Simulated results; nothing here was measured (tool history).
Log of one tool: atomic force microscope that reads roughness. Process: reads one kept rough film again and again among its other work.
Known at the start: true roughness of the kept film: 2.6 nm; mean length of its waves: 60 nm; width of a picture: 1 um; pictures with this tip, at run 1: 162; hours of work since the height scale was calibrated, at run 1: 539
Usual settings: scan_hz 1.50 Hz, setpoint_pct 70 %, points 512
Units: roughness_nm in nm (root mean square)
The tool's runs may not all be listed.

| run | hour | scan_hz | setpoint_pct | points | pictures with this tip | hours of work since the height scale was calibrated | roughness_nm |
|---|---|---|---|---|---|---|---|
| 1 | 0.0 | 1.50 | 70 | 512 | 162 | 539 | 2.419 |
|  | 20.5 | new tip fitted |
| 2 | 25.3 | 1.50 | 61 | 512 | 10 | 555 | 2.540 |
| 3 | 57.8 | 1.50 | 61 | 512 | 78 | 575 | 2.482 |
| 4 | 83.7 | 1.50 | 61 | 512 | 132 | 592 | 2.444 |
|  | 116.9 | new tip fitted |
| 5 | 117.3 | 1.50 | 70 | 512 | 1 | 613 | 2.506 |
| 6 | 153.3 | 1.50 | 70 | 512 | 75 | 636 | 2.445 |
| 7 | 173.9 | 1.50 | 70 | 512 | 118 | 649 | 2.423 |
| 8 | 192.0 | 1.50 | 70 | 512 | 156 | 660 | 2.397 |
|  | 214.6 | new tip fitted |
| 9 | 218.0 | 1.50 | 70 | 512 | 7 | 676 | 2.514 |
| 10 | 244.9 | 1.50 | 70 | 512 | 63 | 693 | 2.471 |
| 11 | 273.8 | 1.50 | 70 | 512 | 123 | 712 | 2.426 |
| 12 | 295.8 | 1.50 | 70 | 512 | 169 | 726 | 2.406 |
|  | 312.8 | new tip fitted |
| 13 | 322.5 | 1.50 | 71 | 512 | 20 | 742 | 2.496 |
| 14 | 363.9 | 1.50 | 71 | 512 | 106 | 769 | 2.433 |
| 15 | 404.9 | 1.50 | 71 | 512 | 191 | 795 | 2.376 |
|  | 409.4 | new tip fitted |
| 16 | 427.6 | 1.50 | 71 | 512 | 37 | 809 | 2.482 |
| 17 | 465.5 | 3.52 | 71 | 512 | 116 | 833 | 2.343 |
| 18 | 488.0 | 3.52 | 71 | 512 | 163 | 847 | 2.312 |
|  | 507.0 | new tip fitted |
| 19 | 514.9 | 1.50 | 86 | 512 | 17 | 864 | 2.404 |
| 20 | 549.0 | 1.50 | 86 | 512 | 88 | 885 | 2.351 |
| 21 | 580.5 | 1.50 | 86 | 512 | 153 | 905 | 2.351 |
|  | 605.6 | new tip fitted |
| 22 | 615.6 | 1.50 | 86 | 512 | 21 | 927 | 2.419 |
| 23 | 642.0 | 1.50 | 86 | 512 | 76 | 944 | 2.401 |
|  | 646.3 | height scale calibrated on a step standard |
| 24 | 674.1 | 1.50 | 86 | 512 | 141 | 18 | 2.346 |
|  | 702.9 | new tip fitted |
| 25 | 709.0 | 1.50 | 86 | 512 | 13 | 40 | 2.414 |
| 26 | 732.6 | 1.50 | 70 | 512 | 62 | 54 | 2.489 |
| 27 | 753.1 | 1.29 | 70 | 512 | 105 | 67 | 2.469 |
| 28 | 776.4 | 1.29 | 70 | 512 | 153 | 82 | 2.416 |
|  | 801.4 | new tip fitted |
| 29 | 806.3 | 1.50 | 82 | 315 | 10 | 101 | 2.461 |
| 30 | 827.5 | 1.50 | 82 | 315 | 54 | 114 | 2.439 |
| 31 | 864.3 | 2.86 | 79 | 655 | 131 | 138 | 2.316 |
|  | 874.1 | height scale calibrated on a step standard, once more |
| 32 | 883.9 | 2.86 | 79 | 655 | 169 | 6 | 2.278 |
|  | 898.9 | new tip fitted |
| 33 | 926.1 | 0.99 | 76 | 795 | 56 | 33 | 2.454 |
| 34 | 953.2 | 2.17 | 64 | 570 | 112 | 50 | 2.434 |
| 35 | 970.6 | 1.50 | 83 | 512 | 149 | 61 | 2.338 |
|  | 995.4 | new tip fitted |
| 36 | 997.6 | 0.56 | 64 | 355 | 5 | 78 | 2.532 |
| 37 | 1015.0 | 0.56 | 64 | 355 | 41 | 89 | 2.511 |
| 38 | 1038.7 | 0.56 | 64 | 355 | 90 | 104 | 2.467 |
| 39 | 1075.0 | 3.42 | 74 | 654 | 166 | 127 | 2.295 |
|  | 1091.8 | new tip fitted |
| 40 | 1112.9 | 3.42 | 64 | 654 | 43 | 151 | 2.463 |
| 41 | 1136.4 | 3.42 | 62 | 654 | 92 | 166 | 2.413 |
| 42 | 1179.3 | 3.42 | 62 | 654 | 181 | 193 | 2.363 |
|  | 1189.3 | new tip fitted |
| 43 | 1206.9 | 3.42 | 62 | 654 | 37 | 210 | 2.452 |
| 44 | 1245.0 | 1.50 | 75 | 512 | 116 | 234 | 2.405 |
| 45 | 1262.7 | 1.50 | 75 | 512 | 153 | 245 | 2.379 |
|  | 1287.2 | new tip fitted |
| 46 | 1287.2 | 0.54 | 66 | 756 | 0 | 261 | 2.565 |
| 47 | 1308.5 | 0.54 | 66 | 756 | 44 | 274 | 2.537 |
| 48 | 1350.2 | 0.54 | 76 | 756 | 131 | 301 | 2.453 |
| 49 | 1374.8 | 3.36 | 70 | 329 | 182 | 316 | 2.330 |
|  | 1385.7 | new tip fitted |
| 50 | 1398.6 | 2.90 | 65 | 261 | 27 | 331 | 2.459 |
| 51 | 1420.3 | 2.03 | 75 | 712 | 72 | 345 | 2.425 |

5 ways to go on from here, each from the tool as it stands after run 51. What would each give?
| A | 1461.8 | 4.00 | 68 | 943 | 159 | 371 | ? |
| B | 1461.8 | 1.50 | 70 | 454 | 159 | 371 | ? |
| C | 1461.8 | 2.03 | 75 | 327 | 159 | 371 | ? |
| D | 1461.8 | 1.50 | 80 | 512 | 159 | 371 | ? |
| E | 1461.8 | 0.88 | 78 | 302 | 159 | 371 | ? |

| run | roughness_nm |
|---|---|
| A | 2.339 |
| B | 2.389 |
| C | 2.357 |
| D | 2.361 |
| E | 2.402 |
Without the tool's hidden state the same runs would have given:
| run | roughness_nm |
|---|---|
| A | 2.427 |
| B | 2.479 |
| C | 2.446 |
| D | 2.451 |
| E | 2.494 |
